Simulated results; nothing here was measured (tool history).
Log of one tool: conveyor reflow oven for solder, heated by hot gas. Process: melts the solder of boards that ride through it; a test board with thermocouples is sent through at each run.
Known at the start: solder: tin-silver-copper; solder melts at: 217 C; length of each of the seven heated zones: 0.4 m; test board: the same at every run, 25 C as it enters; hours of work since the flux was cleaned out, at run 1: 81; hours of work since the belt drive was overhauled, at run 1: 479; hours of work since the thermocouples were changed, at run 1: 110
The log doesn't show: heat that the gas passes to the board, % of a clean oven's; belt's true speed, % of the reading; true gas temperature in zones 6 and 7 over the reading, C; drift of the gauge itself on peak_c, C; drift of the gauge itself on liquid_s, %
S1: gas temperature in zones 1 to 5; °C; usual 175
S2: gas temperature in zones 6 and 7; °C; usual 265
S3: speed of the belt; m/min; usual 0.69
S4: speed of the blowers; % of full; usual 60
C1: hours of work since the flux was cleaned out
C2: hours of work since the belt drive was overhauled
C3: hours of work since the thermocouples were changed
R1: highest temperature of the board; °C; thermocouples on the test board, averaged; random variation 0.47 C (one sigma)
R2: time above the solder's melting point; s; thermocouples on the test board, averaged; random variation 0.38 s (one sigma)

Run 1, hour 0: usual settings; C1 81; C2 479; C3 110. Result: R1 251.6 °C, R2 53.2 s.
Run 2, hour 15.6: usual settings; C1 91; C2 490; C3 120. Result: R1 251.9 °C, R2 53.3 s.
Run 3, hour 25.9: usual settings; C1 98; C2 497; C3 127. Result: R1 251.5 °C, R2 52.8 s.
Run 4, hour 34.1: usual settings; C1 104; C2 502; C3 133. Result: R1 251.5 °C, R2 52.7 s.
Run 5, hour 44.3: usual settings; C1 111; C2 509; C3 140. Result: R1 253 °C, R2 54.1 s.
Run 6, hour 52.8: usual settings but S4 53 % of full; C1 117; C2 515; C3 146. Result: R1 250.4 °C, R2 52 s.
Run 7, hour 63.5: usual settings but S4 53 % of full; C1 124; C2 523; C3 153. Result: R1 250.8 °C, R2 51.3 s.
Run 8, hour 74.2: usual settings but S4 53 % of full; C1 131; C2 530; C3 160. Result: R1 250.5 °C, R2 51.6 s.
Run 9, hour 82.6: usual settings but S2 263 °C; C1 137; C2 536; C3 166. Result: R1 250.1 °C, R2 51.9 s.
Run 10, hour 96.1: usual settings but S2 263 °C; C1 146; C2 545; C3 175. Result: R1 249.9 °C, R2 51.9 s.
Run 11, hour 109.1: usual settings but S2 263 °C; C1 155; C2 554; C3 184. Result: R1 250.1 °C, R2 51.8 s.
Run 12, hour 119.7: usual settings but S2 263 °C; C1 162; C2 561; C3 192. Result: R1 249.2 °C, R2 51.5 s.
Run 13, hour 134.2: usual settings but S2 257 °C; C1 172; C2 571; C3 201. Result: R1 244.4 °C, R2 47.7 s.
Run 14, hour 142: usual settings but S2 257 °C; C1 177; C2 576; C3 207. Result: R1 244.2 °C, R2 48.5 s.
Run 15, hour 148.3: usual settings but S1 181 °C, S2 277 °C, S3 0.706 m/min, S4 89 % of full; C1 182; C2 580; C3 211. Result: R1 265.9 °C, R2 60.9 s.
Run 16, hour 157.1: usual settings but S1 181 °C, S2 277 °C, S3 0.706 m/min, S4 89 % of full; C1 188; C2 586; C3 217. Result: R1 266.3 °C, R2 61.1 s.
Run 17, hour 170.5: usual settings but S1 161 °C, S3 0.786 m/min, S4 62 % of full; C1 197; C2 596; C3 226. Result: R1 244.9 °C, R2 38.3 s.
Run 18, hour 183.6: usual settings but S1 161 °C, S3 0.786 m/min, S4 62 % of full; C1 206; C2 604; C3 235. Result: R1 244.9 °C, R2 37.5 s.
Run 19, hour 196.7: usual settings but S1 161 °C, S3 0.786 m/min, S4 62 % of full; C1 215; C2 613; C3 244. Result: R1 244.2 °C, R2 37.1 s.
Run 20, hour 211.1: usual settings but S1 189 °C, S2 271 °C, S4 59 % of full; C1 225; C2 623; C3 254. Result: R1 258.3 °C, R2 61.6 s.
Run 21, hour 219.2: usual settings but S1 189 °C, S2 271 °C, S4 59 % of full; C1 230; C2 629; C3 259. Result: R1 258.4 °C, R2 62 s.
Run 22, hour 232.3: usual settings but S2 263 °C, S3 0.602 m/min, S4 89 % of full; C1 239; C2 638; C3 268. Result: R1 253.8 °C, R2 65.9 s.
Run 23, hour 241.7: usual settings but S2 263 °C, S3 0.602 m/min, S4 89 % of full; C1 245; C2 644; C3 275. Result: R1 255.1 °C, R2 65.6 s.
Run 24, hour 249.9: usual settings but S2 260 °C, S3 0.762 m/min; C1 251; C2 650; C3 280. Result: R1 244 °C, R2 42.7 s.

5 ways to go on from here, each from the tool as it stands after run 24. What would each give?
Run A, hour 257.6: usual settings but S1 183 °C, S2 260 °C, S3 0.812 m/min, S4 82 % of full; C1 256; C2 655; C3 286. Result: R1 ?, R2 ?.
Run B, hour 257.6: usual settings but S4 63 % of full; C1 256; C2 655; C3 286. Result: R1 ?, R2 ?.
Run C, hour 257.6: usual settings but S1 182 °C, S2 272 °C, S4 84 % of full; C1 256; C2 655; C3 286. Result: R1 ?, R2 ?.
Run D, hour 257.6: usual settings but S2 268 °C, S3 0.782 m/min, S4 51 % of full; C1 256; C2 655; C3 286. Result: R1 ?, R2 ?.
Run E, hour 257.6: usual settings but S4 66 % of full; C1 256; C2 655; C3 286. Result: R1 ?, R2 ?.

run     R1    R2
  A  246.4    44
  B  252.2    53
  C  261.7  61.6
  D  247.1  42.9
  E  251.2  53.8
Without the tool's hidden state the same runs would have given:
run     R1    R2
  A  247.9  44.7
  B  253.6  53.5
  C  263.2  61.7
  D  248.5  43.5
  E  252.6  54.3

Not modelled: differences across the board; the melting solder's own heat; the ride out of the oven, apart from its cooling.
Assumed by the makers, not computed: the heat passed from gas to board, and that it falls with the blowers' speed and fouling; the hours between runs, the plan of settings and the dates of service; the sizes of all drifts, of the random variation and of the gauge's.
